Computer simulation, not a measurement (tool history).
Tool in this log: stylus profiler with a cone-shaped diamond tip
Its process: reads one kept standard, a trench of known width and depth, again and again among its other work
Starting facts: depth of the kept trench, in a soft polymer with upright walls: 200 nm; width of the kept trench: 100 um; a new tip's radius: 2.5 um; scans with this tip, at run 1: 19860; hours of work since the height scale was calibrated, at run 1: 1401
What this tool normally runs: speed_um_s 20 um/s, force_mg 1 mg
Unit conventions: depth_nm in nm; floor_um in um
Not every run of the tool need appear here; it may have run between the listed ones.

run,hour,speed_um_s,force_mg,scans with this tip,hours of work since the height scale was calibrated,depth_nm,floor_um
1,0,20,1,19860,1401,202.17,97.22
2,11.2,20,1,19960,1408,202.52,97.22
# hour 16: new tip fitted, height scale calibrated
3,25.2,20,1,82,6,201.14,97.89
4,41.3,20,1,224,16,201.39,97.89
5,56.7,20,1,359,25,201.03,97.82
6,66,20,1,442,31,201.1,97.87
7,84.8,20,1,608,43,201.24,97.8
8,94.1,20,1,690,49,201.18,97.9
9,114.1,20,1,866,61,201.32,97.86
10,126.5,20,1,976,69,201.32,97.88
11,142.1,20,1,1114,79,201.2,97.87
12,160.3,20,0.6,1275,90,200.8,97.71
13,180.3,59,0.35,1451,102,200.65,97.13
# hour 181.8: height scale calibrated on a step standard
14,194.1,12,0.38,1568,8,200.89,97.84
15,208.6,12,0.45,1697,17,200.83,97.89
# hour 224.1: height scale calibrated on a step standard, once more
16,227.2,65,0.45,1856,2,200.85,97.02
17,240.1,65,0.45,1970,10,200.69,97.08
18,260.2,62,1,2148,23,201.31,97.37
19,272.7,19,1,2258,30,201.34,97.86
20,289.7,23,1,2408,41,201.28,97.8

What differs in the tool's unlogged condition from the final listed run ahead of each entry between runs to the first listed run following it?
Logged between run 2 and run 3: new tip fitted, height scale calibrated (hour 16)
  radius of the tip, um: 4.43 -> 2.43; height scale over the true one, %: 0.659 -> 0.03
  measured result minus the result with no hidden state, depth_nm: +1.33 -> +0.06 nm; floor_um: -0.68 -> +0.03 um
Logged between run 13 and run 14: height scale calibrated on a step standard (hour 181.8)
  radius of the tip, um: 2.56 -> 2.57; height scale over the true one, %: 0.075 -> 0.128
  measured result minus the result with no hidden state, depth_nm: +0.15 -> +0.26 nm; floor_um: -0.03 -> -0.03 um
Logged between run 15 and run 16: height scale calibrated on a step standard, once more (hour 224.1)
  radius of the tip, um: 2.58 -> 2.59; height scale over the true one, %: 0.132 -> 0.058
  measured result minus the result with no hidden state, depth_nm: +0.27 -> +0.12 nm; floor_um: -0.03 -> -0.04 um
